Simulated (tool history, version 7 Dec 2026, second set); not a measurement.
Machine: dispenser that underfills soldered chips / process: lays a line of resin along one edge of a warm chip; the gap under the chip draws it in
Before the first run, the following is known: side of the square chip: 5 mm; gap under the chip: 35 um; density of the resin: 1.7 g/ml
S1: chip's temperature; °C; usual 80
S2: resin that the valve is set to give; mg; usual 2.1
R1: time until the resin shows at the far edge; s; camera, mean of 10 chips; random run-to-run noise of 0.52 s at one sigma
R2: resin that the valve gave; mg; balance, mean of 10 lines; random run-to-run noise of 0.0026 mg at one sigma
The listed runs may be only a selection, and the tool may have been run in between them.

run    day  S1    S2     R1     R2
  1      0  80   2.1   55.1  2.078
  2  0.125  80   2.1   64.5  2.079
  3  0.304  89   2.1   53.3  2.079
  4  0.488  89   2.1   30.6  2.075
  5    0.7  89  2.16   40.1  2.134
  6  0.817  93   2.1   39.5  2.074
  7  1.025  93  2.51   22.6  2.472
  8  1.175  93  2.51   27.6   2.47
  9  1.283  93  2.51   32.2   2.47
 10  1.417  74   2.1   94.2  2.071
 11  1.658  80   2.1   41.9    2.1
 12  1.829  80   2.1   51.4  2.096
 13  2.012  75  1.96   83.8  1.954
 14  2.196  69  2.42    137  2.412
 15  2.308  69  2.42   73.6  2.411
 16  2.492  80  2.34   54.6  2.329
 17  2.696  88  1.91   49.6  1.899
 18  2.871  79  1.83   45.2  1.816
 19  3.004  66  2.44   92.5  2.422
 20  3.133  66  2.05  113.5  2.037
 21  3.279  66  2.05  133.4  2.029
 22    3.4  72   2.1  114.5  2.084
 23  3.583  75  2.56   58.7  2.539
 24  3.767  69   1.9  103.8  1.881

Withheld: 7 entries from between the runs. Position of each, and hidden state at the listed run before versus the listed run after:
Logged between run 3 and run 4: new syringe of resin (day 0.388)
  resin's viscosity, % of fresh resin's: 191.2 -> 114.4; dose that the valve gives, % of what is set: 98.97 -> 98.88; true chip temperature over the reading, C: 0.15 -> 0.17
  the result without the hidden state subtracted from the measured one, R1: +25.3 -> +3.7 s; R2: -0.022 -> -0.024 mg
Logged between run 6 and run 7: new syringe of resin (day 0.996)
  resin's viscosity, % of fresh resin's: 170.8 -> 103.9; dose that the valve gives, % of what is set: 98.72 -> 98.61; true chip temperature over the reading, C: 0.21 -> 0.23
  the result without the hidden state subtracted from the measured one, R1: +16.3 -> +0.6 s; R2: -0.027 -> -0.035 mg
Logged between run 10 and run 11: dispensing valve cleaned and set on the balance (day 1.567); new syringe of resin (day 1.65)
  resin's viscosity, % of fresh resin's: 167.8 -> 101.1; dose that the valve gives, % of what is set: 98.39 -> 100.06; true chip temperature over the reading, C: 0.28 -> 0.3
  the result without the hidden state subtracted from the measured one, R1: +37.7 -> -0.1 s; R2: -0.034 -> +0.001 mg
Logged between run 14 and run 15: new syringe of resin (day 2.258)
  resin's viscosity, % of fresh resin's: 195.3 -> 105.8; dose that the valve gives, % of what is set: 99.77 -> 99.71; true chip temperature over the reading, C: 0.36 -> 0.37
  the result without the hidden state subtracted from the measured one, R1: +65.2 -> +2.8 s; R2: -0.006 -> -0.007 mg
Logged between run 17 and run 18: new syringe of resin (day 2.871)
  resin's viscosity, % of fresh resin's: 170.3 -> 97.7; dose that the valve gives, % of what is set: 99.51 -> 99.42; true chip temperature over the reading, C: 0.41 -> 0.43
  the result without the hidden state subtracted from the measured one, R1: +20 -> -1.9 s; R2: -0.01 -> -0.011 mg
Logged between run 22 and run 23: new syringe of resin (day 3.483)
  resin's viscosity, % of fresh resin's: 186.9 -> 114.1; dose that the valve gives, % of what is set: 99.12 -> 99.03; true chip temperature over the reading, C: 0.49 -> 0.51
  the result without the hidden state subtracted from the measured one, R1: +51.6 -> +5.9 s; R2: -0.018 -> -0.025 mg
